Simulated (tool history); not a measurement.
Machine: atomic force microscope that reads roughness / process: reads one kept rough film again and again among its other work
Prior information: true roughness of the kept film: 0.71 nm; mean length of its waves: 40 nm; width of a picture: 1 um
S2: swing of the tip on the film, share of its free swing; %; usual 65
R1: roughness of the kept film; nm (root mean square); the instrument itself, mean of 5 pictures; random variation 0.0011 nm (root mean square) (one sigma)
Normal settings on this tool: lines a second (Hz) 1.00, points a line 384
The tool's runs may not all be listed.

{"run": 1, "hour": 0.0, "lines a second (Hz)": 1.0, "S2": 65, "points a line": 384, "R1": 0.662}
{"run": 2, "hour": 17.4, "lines a second (Hz)": 1.0, "S2": 63, "points a line": 384, "R1": 0.666}
{"run": 3, "hour": 45.4, "lines a second (Hz)": 1.0, "S2": 63, "points a line": 384, "R1": 0.662}
{"run": 4, "hour": 74.4, "lines a second (Hz)": 1.0, "S2": 74, "points a line": 384, "R1": 0.64}
{"run": 5, "hour": 99.1, "lines a second (Hz)": 1.0, "S2": 74, "points a line": 384, "R1": 0.641}
{"run": 6, "hour": 117.4, "lines a second (Hz)": 1.0, "S2": 74, "points a line": 384, "R1": 0.637}
{"run": 7, "hour": 133.3, "lines a second (Hz)": 1.0, "S2": 71, "points a line": 384, "R1": 0.645}
{"run": 8, "hour": 155.3, "lines a second (Hz)": 1.0, "S2": 71, "points a line": 384, "R1": 0.641}
{"run": 9, "hour": 169.8, "lines a second (Hz)": 1.0, "S2": 65, "points a line": 384, "R1": 0.651}
{"hour": 180.9, "done": "new tip fitted"}
{"run": 10, "hour": 191.1, "lines a second (Hz)": 1.0, "S2": 65, "points a line": 384, "R1": 0.673}
{"run": 11, "hour": 218.6, "lines a second (Hz)": 1.0, "S2": 65, "points a line": 474, "R1": 0.674}
{"run": 12, "hour": 233.5, "lines a second (Hz)": 1.0, "S2": 61, "points a line": 384, "R1": 0.676}
{"run": 13, "hour": 246.1, "lines a second (Hz)": 1.0, "S2": 65, "points a line": 384, "R1": 0.67}
{"run": 14, "hour": 267.8, "lines a second (Hz)": 1.17, "S2": 62, "points a line": 390, "R1": 0.669}
{"run": 15, "hour": 285.2, "lines a second (Hz)": 1.01, "S2": 86, "points a line": 886, "R1": 0.616}
{"run": 16, "hour": 300.0, "lines a second (Hz)": 2.93, "S2": 65, "points a line": 385, "R1": 0.618}
{"run": 17, "hour": 328.0, "lines a second (Hz)": 2.93, "S2": 65, "points a line": 385, "R1": 0.619}
{"run": 18, "hour": 355.6, "lines a second (Hz)": 0.6, "S2": 59, "points a line": 349, "R1": 0.679}
{"run": 19, "hour": 370.5, "lines a second (Hz)": 3.4, "S2": 63, "points a line": 384, "R1": 0.612}
{"run": 20, "hour": 388.9, "lines a second (Hz)": 3.4, "S2": 63, "points a line": 384, "R1": 0.614}
{"run": 21, "hour": 403.1, "lines a second (Hz)": 3.15, "S2": 84, "points a line": 280, "R1": 0.502}
{"run": 22, "hour": 416.8, "lines a second (Hz)": 3.15, "S2": 84, "points a line": 280, "R1": 0.5}
{"run": 23, "hour": 433.3, "lines a second (Hz)": 0.95, "S2": 65, "points a line": 351, "R1": 0.658}
{"run": 24, "hour": 457.0, "lines a second (Hz)": 1.0, "S2": 77, "points a line": 384, "R1": 0.632}
{"run": 25, "hour": 480.9, "lines a second (Hz)": 0.67, "S2": 62, "points a line": 500, "R1": 0.667}
{"hour": 495.5, "done": "new tip fitted"}
{"run": 26, "hour": 503.4, "lines a second (Hz)": 0.67, "S2": 72, "points a line": 368, "R1": 0.674}

Each row is a separate what-if for the run after 26, all from the same tool condition, not one after another. Results?
{"run": "A", "hour": 530.4, "lines a second (Hz)": 1.03, "S2": 67, "points a line": 511, "R1": "?"}
{"run": "B", "hour": 530.4, "lines a second (Hz)": 1.0, "S2": 65, "points a line": 702, "R1": "?"}
{"run": "C", "hour": 530.4, "lines a second (Hz)": 1.0, "S2": 65, "points a line": 570, "R1": "?"}
{"run": "D", "hour": 530.4, "lines a second (Hz)": 0.62, "S2": 65, "points a line": 384, "R1": "?"}

run=A R1=0.668
run=B R1=0.674
run=C R1=0.675
run=D R1=0.684
What these runs would have given with no unlogged condition in the tool:
run=A R1=0.666
run=B R1=0.672
run=C R1=0.673
run=D R1=0.681
